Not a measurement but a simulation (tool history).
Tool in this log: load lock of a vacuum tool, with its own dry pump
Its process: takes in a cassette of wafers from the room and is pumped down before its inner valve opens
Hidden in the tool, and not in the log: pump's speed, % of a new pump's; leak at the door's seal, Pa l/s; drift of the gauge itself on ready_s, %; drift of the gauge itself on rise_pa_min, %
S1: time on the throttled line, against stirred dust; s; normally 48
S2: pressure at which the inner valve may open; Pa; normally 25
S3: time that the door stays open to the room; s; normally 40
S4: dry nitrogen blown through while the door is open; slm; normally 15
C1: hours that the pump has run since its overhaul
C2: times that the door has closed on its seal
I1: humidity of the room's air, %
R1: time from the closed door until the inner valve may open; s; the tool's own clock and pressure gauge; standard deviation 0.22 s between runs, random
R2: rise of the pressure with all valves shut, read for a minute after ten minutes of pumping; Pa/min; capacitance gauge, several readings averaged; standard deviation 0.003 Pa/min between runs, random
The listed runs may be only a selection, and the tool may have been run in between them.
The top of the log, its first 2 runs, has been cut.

run 3 day=43.246 | S1=48 S2=25 S3=40 S4=15 | C1=6841 C2=27217 | I1=44.1 | R1=71.7 R2=0.174
run 4 day=63.383 | S1=48 S2=25 S3=40 S4=15 | C1=7324 C2=27981 | I1=44 | R1=72.2 R2=0.184
run 5 day=79.1 | S1=48 S2=19 S3=40 S4=15 | C1=7702 C2=28577 | I1=42.9 | R1=74 R2=0.187
run 6 day=95.946 | S1=48 S2=25 S3=40 S4=15 | C1=8106 C2=29217 | I1=44.9 | R1=72.2 R2=0.195
run 7 day=112.858 | S1=48 S2=25 S3=40 S4=15 | C1=8512 C2=29858 | I1=46.5 | R1=72.2 R2=0.201
run 8 day=133.621 | S1=48 S2=25 S3=40 S4=15 | C1=9010 C2=30646 | I1=40.6 | R1=72.7 R2=0.203
run 9 day=162.379 | S1=48 S2=25 S3=40 S4=15 | C1=9700 C2=31738 | I1=42.7 | R1=72.1 R2=0.208
run 10 day=189.304 | S1=48 S2=25 S3=40 S4=15 | C1=10347 C2=32760 | I1=46.4 | R1=72.6 R2=0.22
run 11 day=218.296 | S1=48 S2=25 S3=40 S4=15 | C1=11042 C2=33860 | I1=44 | R1=73.2 R2=0.232
run 12 day=239.904 | S1=45 S2=25 S3=40 S4=15 | C1=11561 C2=34680 | I1=40.6 | R1=70.6 R2=0.239
-- day=250.771 dry pump taken out, an overhauled one fitted
run 13 day=261.925 | S1=48 S2=34 S3=40 S4=15 | C1=268 C2=35506 | I1=41.6 | R1=70.4 R2=0.242
run 14 day=289.817 | S1=48 S2=25 S3=40 S4=15 | C1=937 C2=36565 | I1=45.8 | R1=71.3 R2=0.26
run 15 day=310.2 | S1=48 S2=25 S3=40 S4=15 | C1=1426 C2=37338 | I1=49.9 | R1=71.1 R2=0.275
run 16 day=335.75 | S1=48 S2=25 S3=40 S4=15 | C1=2040 C2=38308 | I1=43.1 | R1=71 R2=0.274
run 17 day=347.683 | S1=48 S2=25 S3=152 S4=15 | C1=2326 C2=38761 | I1=46.1 | R1=71.5 R2=0.312
run 18 day=360.971 | S1=48 S2=25 S3=40 S4=15 | C1=2645 C2=39265 | I1=45.5 | R1=72 R2=0.286

What does the tool deliver on the next run?
run 19 day=385.479 | S1=93 S2=25 S3=40 S4=7 | C1=3233 C2=40195 | I1=45.7 | R1=? R2=?

{"run 19": {"R1": 109, "R2": 0.303}}
Without the tool's hidden state the same run would have given R1 108.4 s, R2 0.057 Pa/min.
